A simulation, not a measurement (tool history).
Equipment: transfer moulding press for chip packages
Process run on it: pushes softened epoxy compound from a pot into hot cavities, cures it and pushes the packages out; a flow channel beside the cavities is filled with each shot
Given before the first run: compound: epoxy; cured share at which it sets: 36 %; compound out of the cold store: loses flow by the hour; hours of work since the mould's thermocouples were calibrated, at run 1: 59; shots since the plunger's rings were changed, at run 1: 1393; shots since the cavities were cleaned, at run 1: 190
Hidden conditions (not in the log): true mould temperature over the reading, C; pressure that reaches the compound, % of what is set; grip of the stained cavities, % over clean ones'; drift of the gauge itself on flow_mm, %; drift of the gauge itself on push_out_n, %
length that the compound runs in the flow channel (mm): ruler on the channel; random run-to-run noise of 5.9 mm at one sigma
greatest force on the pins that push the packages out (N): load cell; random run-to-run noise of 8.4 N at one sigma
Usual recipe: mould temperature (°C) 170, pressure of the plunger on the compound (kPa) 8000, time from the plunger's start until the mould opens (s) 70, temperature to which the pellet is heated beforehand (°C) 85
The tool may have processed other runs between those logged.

| run | hour | mould temperature (°C) | pressure of the plunger on the compound (kPa) | time from the plunger's start until the mould opens (s) | temperature to which the pellet is heated beforehand (°C) | hours of work since the mould's thermocouples were calibrated | shots since the plunger's rings were changed | shots since the cavities were cleaned | incoming compound's hours out of the cold store | length that the compound runs in the flow channel (mm) | greatest force on the pins that push the packages out (N) |
|---|---|---|---|---|---|---|---|---|---|---|---|
| 1 | 0.0 | 170 | 8000 | 70 | 85 | 59 | 1393 | 190 | 45.7 | 581 | 347 |
| 2 | 14.3 | 170 | 8000 | 70 | 85 | 70 | 1652 | 449 | 17.5 | 652 | 374 |
| 3 | 21.6 | 170 | 8000 | 70 | 85 | 76 | 1784 | 581 | 41.8 | 592 | 373 |
| 4 | 28.4 | 170 | 8000 | 70 | 85 | 81 | 1907 | 704 | 18.7 | 649 | 377 |
|  | 35.8 | cavities cleaned with cleaning compound and waxed |
| 5 | 37.5 | 170 | 8000 | 70 | 85 | 87 | 2045 | 31 | 9.8 | 669 | 386 |
| 6 | 47.7 | 170 | 8000 | 70 | 85 | 95 | 2229 | 215 | 47.2 | 566 | 361 |
| 7 | 57.3 | 172 | 8000 | 70 | 85 | 102 | 2402 | 388 | 34.5 | 590 | 341 |
| 8 | 66.0 | 170 | 8000 | 70 | 85 | 109 | 2561 | 547 | 40.6 | 594 | 364 |
| 9 | 78.7 | 170 | 8530 | 70 | 85 | 118 | 2790 | 776 | 36.8 | 633 | 374 |
|  | 81.7 | cavities cleaned with cleaning compound and waxed |
| 10 | 89.2 | 170 | 8530 | 70 | 85 | 125 | 2953 | 136 | 47.7 | 593 | 354 |
|  | 94.7 | plunger's sealing rings changed |
| 11 | 100.9 | 170 | 8000 | 70 | 85 | 132 | 112 | 302 | 22.9 | 625 | 373 |
| 12 | 109.7 | 170 | 8000 | 70 | 85 | 139 | 273 | 463 | 43.9 | 591 | 363 |
| 13 | 120.9 | 170 | 8000 | 70 | 85 | 148 | 476 | 666 | 37.1 | 605 | 354 |
|  | 130.4 | cavities cleaned with cleaning compound and waxed |
| 14 | 130.5 | 170 | 8000 | 70 | 85 | 154 | 621 | 1 | 25.2 | 628 | 368 |
| 15 | 137.9 | 171 | 8000 | 70 | 94 | 160 | 756 | 136 | 44.5 | 573 | 335 |
| 16 | 146.5 | 170 | 7480 | 70 | 80 | 166 | 911 | 291 | 20.5 | 628 | 372 |
| 17 | 161.5 | 170 | 9620 | 70 | 80 | 178 | 1182 | 562 | 47.4 | 642 | 360 |
|  | 176.0 | cavities cleaned with cleaning compound and waxed |
| 18 | 176.1 | 177 | 6030 | 80 | 85 | 188 | 1420 | 1 | 27.7 | 530 | 294 |
| 19 | 190.4 | 177 | 6030 | 80 | 85 | 199 | 1679 | 260 | 36.4 | 505 | 292 |
| 20 | 201.6 | 176 | 8410 | 105 | 85 | 207 | 1882 | 463 | 12.6 | 667 | 294 |
| 21 | 216.4 | 170 | 8410 | 105 | 85 | 219 | 2149 | 730 | 47.7 | 582 | 303 |
|  | 222.9 | cavities cleaned with cleaning compound and waxed |
| 22 | 230.0 | 168 | 7130 | 91 | 94 | 228 | 2369 | 128 | 43.2 | 554 | 301 |
| 23 | 244.2 | 168 | 6940 | 54 | 94 | 239 | 2625 | 384 | 25.3 | 582 | 751 |
| 24 | 251.4 | 168 | 6940 | 57 | 83 | 245 | 2756 | 515 | 45.1 | 551 | 641 |
|  | 267.7 | plunger's sealing rings changed |
|  | 271.0 | cavities cleaned with cleaning compound and waxed |
| 25 | 271.0 | 168 | 6940 | 57 | 83 | 256 | 32 | 0 | 45.7 | 547 | 659 |

Forecast each of these 5 alternatives for the next run:
| A | 280.9 | 170 | 8000 | 70 | 75 | 264 | 210 | 178 | 10.1 | ? | ? |
| B | 280.9 | 173 | 8000 | 70 | 85 | 264 | 210 | 178 | 13.4 | ? | ? |
| C | 280.9 | 170 | 8320 | 70 | 85 | 264 | 210 | 178 | 30.1 | ? | ? |
| D | 280.9 | 170 | 8310 | 70 | 85 | 264 | 210 | 178 | 18.8 | ? | ? |
| E | 280.9 | 170 | 8000 | 61 | 85 | 264 | 210 | 178 | 39.1 | ? | ? |

| run | length that the compound runs in the flow channel (mm) | greatest force on the pins that push the packages out (N) |
|---|---|---|
| A | 663 | 384 |
| B | 664 | 340 |
| C | 632 | 366 |
| D | 657 | 388 |
| E | 589 | 481 |
What these runs would have given with no unlogged condition in the tool:
| run | length that the compound runs in the flow channel (mm) | greatest force on the pins that push the packages out (N) |
|---|---|---|
| A | 663 | 382 |
| B | 664 | 338 |
| C | 632 | 364 |
| D | 657 | 386 |
| E | 589 | 479 |

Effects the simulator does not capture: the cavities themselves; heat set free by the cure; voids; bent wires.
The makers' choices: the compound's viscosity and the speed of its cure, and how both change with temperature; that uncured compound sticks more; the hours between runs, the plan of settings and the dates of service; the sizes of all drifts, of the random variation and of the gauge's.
